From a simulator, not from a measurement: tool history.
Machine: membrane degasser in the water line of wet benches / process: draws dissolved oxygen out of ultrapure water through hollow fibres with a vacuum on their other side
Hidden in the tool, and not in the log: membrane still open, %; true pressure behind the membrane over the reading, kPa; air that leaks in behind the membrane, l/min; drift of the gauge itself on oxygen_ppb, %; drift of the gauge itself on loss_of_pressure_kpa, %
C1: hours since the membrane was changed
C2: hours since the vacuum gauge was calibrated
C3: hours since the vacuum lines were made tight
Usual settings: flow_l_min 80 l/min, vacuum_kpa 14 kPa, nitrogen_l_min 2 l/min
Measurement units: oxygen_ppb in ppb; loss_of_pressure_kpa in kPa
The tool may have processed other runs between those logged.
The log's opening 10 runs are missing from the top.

run 11 hour=1265.6 | flow_l_min=80 vacuum_kpa=33.9 nitrogen_l_min=2 | C1=8192 C2=4863 C3=5231 | oxygen_ppb=1970.4 loss_of_pressure_kpa=66.95
run 12 hour=1433.8 | flow_l_min=61 vacuum_kpa=14 nitrogen_l_min=2 | C1=8360 C2=5031 C3=5399 | oxygen_ppb=648.4 loss_of_pressure_kpa=51.14
run 13 hour=1636.2 | flow_l_min=61 vacuum_kpa=14 nitrogen_l_min=2 | C1=8562 C2=5233 C3=5602 | oxygen_ppb=648.9 loss_of_pressure_kpa=51.28
run 14 hour=1819.6 | flow_l_min=61 vacuum_kpa=14 nitrogen_l_min=2 | C1=8746 C2=5417 C3=5785 | oxygen_ppb=649.1 loss_of_pressure_kpa=51.12
run 15 hour=1906.3 | flow_l_min=80 vacuum_kpa=14 nitrogen_l_min=2 | C1=8832 C2=5503 C3=5872 | oxygen_ppb=801 loss_of_pressure_kpa=66.3
run 16 hour=2078.3 | flow_l_min=80 vacuum_kpa=14 nitrogen_l_min=2 | C1=9004 C2=5675 C3=6044 | oxygen_ppb=799.2 loss_of_pressure_kpa=66.71
run 17 hour=2186.4 | flow_l_min=80 vacuum_kpa=14 nitrogen_l_min=2 | C1=9112 C2=5784 C3=6152 | oxygen_ppb=800.3 loss_of_pressure_kpa=66.51
run 18 hour=2313.7 | flow_l_min=69 vacuum_kpa=29.9 nitrogen_l_min=1.7 | C1=9240 C2=5911 C3=6279 | oxygen_ppb=1775.9 loss_of_pressure_kpa=57.5
run 19 hour=2502.6 | flow_l_min=68 vacuum_kpa=19.7 nitrogen_l_min=1.29 | C1=9429 C2=6100 C3=6468 | oxygen_ppb=1418.8 loss_of_pressure_kpa=56.38
run 20 hour=2609.7 | flow_l_min=63 vacuum_kpa=13 nitrogen_l_min=3.06 | C1=9536 C2=6207 C3=6575 | oxygen_ppb=428.9 loss_of_pressure_kpa=52.46
run 21 hour=2738.3 | flow_l_min=103 vacuum_kpa=22.9 nitrogen_l_min=3.06 | C1=9664 C2=6335 C3=6704 | oxygen_ppb=1206.2 loss_of_pressure_kpa=85.51

Expected results for the next run?
run 22 hour=2898.1 | flow_l_min=91 vacuum_kpa=28.7 nitrogen_l_min=2 | C1=9824 C2=6495 C3=6863 | oxygen_ppb=? loss_of_pressure_kpa=?

{"run 22": {"oxygen_ppb": 1849, "loss_of_pressure_kpa": 75.25}}
Were there no unlogged condition in the tool, this run, its random variation unchanged, would have produced oxygen_ppb 1848.9 ppb, loss_of_pressure_kpa 76.3 kPa.
